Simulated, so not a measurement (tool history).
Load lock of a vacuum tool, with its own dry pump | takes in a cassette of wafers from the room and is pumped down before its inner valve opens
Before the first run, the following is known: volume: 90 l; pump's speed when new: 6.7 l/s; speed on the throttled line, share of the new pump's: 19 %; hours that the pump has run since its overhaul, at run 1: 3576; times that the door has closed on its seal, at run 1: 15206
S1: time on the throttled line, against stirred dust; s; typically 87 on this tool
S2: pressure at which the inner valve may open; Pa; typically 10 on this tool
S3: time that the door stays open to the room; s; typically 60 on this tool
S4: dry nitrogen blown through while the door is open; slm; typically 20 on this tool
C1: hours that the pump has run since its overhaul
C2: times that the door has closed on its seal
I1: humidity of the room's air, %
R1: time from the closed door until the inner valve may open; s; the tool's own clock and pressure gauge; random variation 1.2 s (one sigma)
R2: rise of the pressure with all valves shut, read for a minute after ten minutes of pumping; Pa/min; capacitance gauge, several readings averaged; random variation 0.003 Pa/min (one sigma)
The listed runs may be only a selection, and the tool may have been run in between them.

run	hour	S1	S2	S3	S4	C1	C2	I1	R1	R2
1	0.0	87	10	60	20	3576	15206	45.5	203.2	0.101
2	66.1	75	10	60	20	3642	15444	47.7	193.3	0.107
3	158.9	75	10	60	20	3735	15778	44.0	192.3	0.099
4	267.3	87	10	60	10	3843	16168	42.9	203.1	0.112
5	343.5	87	10	60	20	3920	16443	45.1	205.4	0.109
6	477.9	67	10	60	20	4054	16927	48.4	187.9	0.119
7	542.6	67	10	60	20	4119	17160	49.8	188.5	0.119
8	625.3	87	10	63	20	4201	17457	42.6	201.5	0.120
9	766.9	87	10	60	20	4343	17967	45.8	203.0	0.127
10	878.0	87	10	60	20	4454	18367	44.1	205.2	0.126
11	984.9	87	10	60	20	4561	18752	44.2	206.5	0.126
12	1121.1	87	10	60	20	4697	19242	49.1	206.0	0.136
13	1210.3	49	9	43	5	4786	19564	45.3	176.2	0.145
14	1337.9	49	9	43	35	4914	20023	49.1	176.5	0.131
15	1484.4	87	10	42	15	5061	20550	47.0	206.9	0.140
16	1558.3	87	10	42	15	5134	20817	45.0	205.3	0.149
17	1670.8	87	10	42	15	5247	21222	43.7	207.2	0.146
18	1779.9	88	9	47	6	5356	21615	47.0	210.5	0.158

Below are 5 alternative next runs, each starting from the tool's condition after run 18. Predict each:
A	1881.5	87	8	85	4	5458	21980	48.0	?	?
B	1881.5	52	10	47	44	5458	21980	46.6	?	?
C	1881.5	88	10	47	6	5458	21980	44.4	?	?
D	1881.5	108	10	60	9	5458	21980	43.7	?	?
E	1881.5	87	10	148	20	5458	21980	44.8	?	?

run	R1	R2
A	211.1	0.174
B	180.7	0.147
C	208.2	0.151
D	225.3	0.165
E	205.6	0.171
With the hidden condition removed and each run's random variation left untouched, the same runs would have given:
run	R1	R2
A	197.9	0.046
B	167.0	0.021
C	195.4	0.026
D	212.8	0.035
E	192.9	0.047
